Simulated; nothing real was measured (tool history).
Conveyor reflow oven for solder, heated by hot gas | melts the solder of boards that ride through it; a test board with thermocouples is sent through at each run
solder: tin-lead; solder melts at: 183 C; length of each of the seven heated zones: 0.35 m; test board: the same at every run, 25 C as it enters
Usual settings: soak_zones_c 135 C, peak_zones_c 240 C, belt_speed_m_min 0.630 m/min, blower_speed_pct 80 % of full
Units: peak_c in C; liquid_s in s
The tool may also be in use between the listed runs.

| run | hour | soak_zones_c | peak_zones_c | belt_speed_m_min | blower_speed_pct | peak_c | liquid_s |
|---|---|---|---|---|---|---|---|
| 1 | 0.0 | 135 | 240 | 0.630 | 80 | 225.2 | 53.8 |
| 2 | 24.6 | 147 | 240 | 0.630 | 80 | 226.8 | 59.7 |
| 3 | 73.3 | 135 | 240 | 0.630 | 80 | 224.8 | 53.7 |
| 4 | 114.4 | 135 | 240 | 0.633 | 80 | 224.8 | 52.2 |
| 5 | 159.1 | 135 | 240 | 0.633 | 80 | 224.8 | 53.8 |
|  | 194.7 | thermocouples of zones 6 and 7 changed |
| 6 | 194.7 | 135 | 240 | 0.633 | 80 | 224.7 | 53.5 |
| 7 | 220.0 | 135 | 240 | 0.633 | 80 | 224.5 | 54.2 |
| 8 | 258.0 | 135 | 240 | 0.630 | 55 | 215.9 | 47.2 |
| 9 | 282.3 | 135 | 240 | 0.630 | 68 | 220.6 | 51.3 |
| 10 | 319.0 | 135 | 240 | 0.630 | 68 | 221.3 | 51.7 |
|  | 363.7 | flux residue cleaned out of gas plates and filters |
| 11 | 374.3 | 135 | 240 | 0.630 | 68 | 221.4 | 51.5 |
| 12 | 414.6 | 135 | 240 | 0.630 | 75 | 223.2 | 52.7 |
| 13 | 462.0 | 135 | 240 | 0.630 | 80 | 225.1 | 55.0 |
| 14 | 486.8 | 135 | 240 | 0.625 | 80 | 225.3 | 55.2 |
| 15 | 541.6 | 135 | 240 | 0.625 | 80 | 225.2 | 54.5 |
| 16 | 595.7 | 127 | 240 | 0.630 | 80 | 223.3 | 51.6 |
| 17 | 647.2 | 135 | 240 | 0.701 | 52 | 208.9 | 37.4 |
| 18 | 682.6 | 145 | 247 | 0.630 | 80 | 232.6 | 60.2 |
| 19 | 736.3 | 135 | 246 | 0.630 | 54 | 220.4 | 49.8 |
|  | 779.6 | flux residue cleaned out of gas plates and filters |
| 20 | 791.3 | 147 | 240 | 0.758 | 53 | 210.5 | 37.9 |
| 21 | 836.2 | 147 | 240 | 0.758 | 53 | 210.2 | 36.7 |
| 22 | 863.3 | 131 | 252 | 0.521 | 77 | 240.4 | 72.7 |

Run 23 comes next. What will it give?
| 23 | 891.3 | 120 | 252 | 0.521 | 57 | ? | ? |

peak_c: 231.8 C
liquid_s: 65.2 s
Without the tool's hidden state the same run would have given peak_c 231.7 C, liquid_s 65.0 s.
